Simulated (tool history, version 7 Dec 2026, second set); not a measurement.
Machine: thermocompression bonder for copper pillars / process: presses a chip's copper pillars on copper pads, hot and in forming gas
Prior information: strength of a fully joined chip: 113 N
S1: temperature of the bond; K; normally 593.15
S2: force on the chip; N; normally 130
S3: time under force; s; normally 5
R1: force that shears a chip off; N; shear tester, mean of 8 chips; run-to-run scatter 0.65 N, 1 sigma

run	hour	S1	S2	S3	R1
1	0.0	593.15	130	5	46.7
2	31.6	593.15	130	5	46.8
3	68.2	593.15	130	5	46.0
4	90.5	593.15	130	5	46.4
5	123.7	593.15	130	5	46.3
6	151.3	593.15	130	5	44.5
7	174.3	593.15	130	5	43.5
# hour 177.6: forming gas filter changed
8	193.1	617.15	130	5	58.9
9	224.5	593.15	130	9	60.4
10	260.1	593.15	130	9	58.2
11	293.2	593.15	130	9	58.8
12	330.5	593.15	130	9	57.0
13	368.4	593.15	130	9	56.4
14	403.0	593.15	130	9	54.7
15	439.0	593.15	130	9	55.2
# hour 444.8: forming gas filter changed
16	456.6	593.15	130	9	60.4
17	486.1	593.15	83	5	39.0
18	522.9	593.15	83	5	38.8
# hour 526.9: force cell calibrated
19	543.2	593.15	130	6	51.7
20	561.0	593.15	130	6	51.4
21	598.0	603.15	130	8	58.6
22	623.2	603.15	130	8	57.9
23	659.3	595.15	147	8	57.3
24	686.6	586.15	128	8	49.7
# hour 694.4: force cell calibrated, once more
# hour 713.8: forming gas filter changed
25	725.7	616.15	184	7	75.3
26	757.8	616.15	102	7	59.2
27	791.1	616.15	102	7	57.5
28	829.2	606.15	175	5	59.6
29	863.6	593.15	130	12	63.8
30	880.5	591.15	112	5	43.4

Below are 5 alternative next runs, each starting from the tool's condition after run 30. Predict each:
A	911.4	591.15	112	9	?
B	911.4	593.15	130	7	?
C	911.4	609.15	131	5	?
D	911.4	617.15	98	6	?
E	911.4	591.15	180	5	?

run	R1
A	53.3
B	53.1
C	53.0
D	51.4
E	53.5
Without the tool's unlogged condition, the same runs would have read:
run	R1
A	56.5
B	56.2
C	56.2
D	54.6
E	56.7
